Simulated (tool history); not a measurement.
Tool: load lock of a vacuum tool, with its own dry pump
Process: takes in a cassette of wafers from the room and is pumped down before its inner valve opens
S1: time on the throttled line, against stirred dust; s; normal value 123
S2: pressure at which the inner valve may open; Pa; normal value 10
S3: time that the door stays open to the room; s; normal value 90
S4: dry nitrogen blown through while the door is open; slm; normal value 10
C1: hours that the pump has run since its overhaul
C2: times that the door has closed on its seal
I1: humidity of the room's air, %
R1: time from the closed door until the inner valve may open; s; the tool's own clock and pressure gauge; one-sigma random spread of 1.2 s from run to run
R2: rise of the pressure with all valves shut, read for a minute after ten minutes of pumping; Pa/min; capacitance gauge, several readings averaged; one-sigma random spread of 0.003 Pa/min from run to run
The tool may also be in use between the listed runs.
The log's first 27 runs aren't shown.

run     hour   S1  S2   S3  S4    C1     C2    I1     R1     R2
 28  12898.6  123  10   90   6  2999  16507  44.1  195.7  0.050
 29  13547.9  167  11   44   6  3648  19310  41.4  234.8  0.035
 30  14095.5  167  11   31   6  4196  21674  40.0  230.7  0.023
 31  14416.5  167  16   31  41  4517  23059  46.1  228.3  0.009
 32  14927.0   88  10  182   4  5027  25263  45.9  164.1  0.081
 33  15556.8   84   9  182   4  5657  27982  45.9  160.4  0.084
 34  15972.0   84   8  182   4  6072  29774  46.6  161.6  0.076
 35  16595.4   84   8  182   4  6696  32465  47.2  160.9  0.080
 36  17137.7  141  10   89  13  7238  34806  45.0  211.6  0.041
 37  17565.4   91   8   90  10  7666  36652  47.7  167.9  0.051
 38  17985.9  127  10   90  10  8086  38467  43.9  197.5  0.042

Each row is a separate what-if for the run after 38, all from the same tool condition, not one after another. Results?
  A  18535.8  126  14   90  10  8636  40841  45.1   ?   ?
  B  18535.8  127  11   90  10  8636  40841  44.6   ?   ?
  C  18535.8  127  10  125  10  8636  40841  45.6   ?   ?

run     R1     R2
  A  193.9  0.043
  B  197.1  0.043
  C  199.5  0.050
The same runs, with their run-to-run variation unchanged, on a tool lacking any hidden condition would have given:
run     R1     R2
  A  193.9  0.043
  B  197.0  0.043
  C  199.5  0.049

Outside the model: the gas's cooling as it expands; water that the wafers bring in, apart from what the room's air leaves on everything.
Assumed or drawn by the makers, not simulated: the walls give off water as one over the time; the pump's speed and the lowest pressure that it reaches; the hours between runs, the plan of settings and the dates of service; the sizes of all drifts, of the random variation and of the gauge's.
